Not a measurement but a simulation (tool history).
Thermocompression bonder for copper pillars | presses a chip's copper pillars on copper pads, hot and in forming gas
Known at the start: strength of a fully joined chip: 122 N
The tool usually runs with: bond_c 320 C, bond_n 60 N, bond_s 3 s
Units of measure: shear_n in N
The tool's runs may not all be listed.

| run | hour | bond_c | bond_n | bond_s | shear_n |
|---|---|---|---|---|---|
| 1 | 0 | 320 | 60 | 3 | 52.7 |
| 2 | 26.2 | 320 | 60 | 3 | 54.2 |
| 3 | 60.1 | 320 | 60 | 3 | 53.1 |
| 4 | 106 | 320 | 60 | 3 | 53.1 |
|  | 123.2 | forming gas filter changed |
| 5 | 131.4 | 320 | 60 | 7 | 71.7 |
| 6 | 156.2 | 320 | 90 | 7 | 88.3 |
| 7 | 191.5 | 320 | 90 | 7 | 88.8 |
| 8 | 238.4 | 320 | 90 | 7 | 88.4 |
| 9 | 283.8 | 320 | 90 | 7 | 88.6 |
| 10 | 307.1 | 320 | 60 | 3 | 53.3 |
|  | 326.2 | forming gas filter changed |
| 11 | 346.5 | 320 | 60 | 3 | 54.6 |
| 12 | 388.1 | 320 | 51 | 4 | 51.5 |

Expected results for the next run?
| 13 | 419.7 | 298 | 37 | 8 | ? |

shear_n: 41.9 N
With no hidden state in the tool, this same run would have given shear_n 42 N.

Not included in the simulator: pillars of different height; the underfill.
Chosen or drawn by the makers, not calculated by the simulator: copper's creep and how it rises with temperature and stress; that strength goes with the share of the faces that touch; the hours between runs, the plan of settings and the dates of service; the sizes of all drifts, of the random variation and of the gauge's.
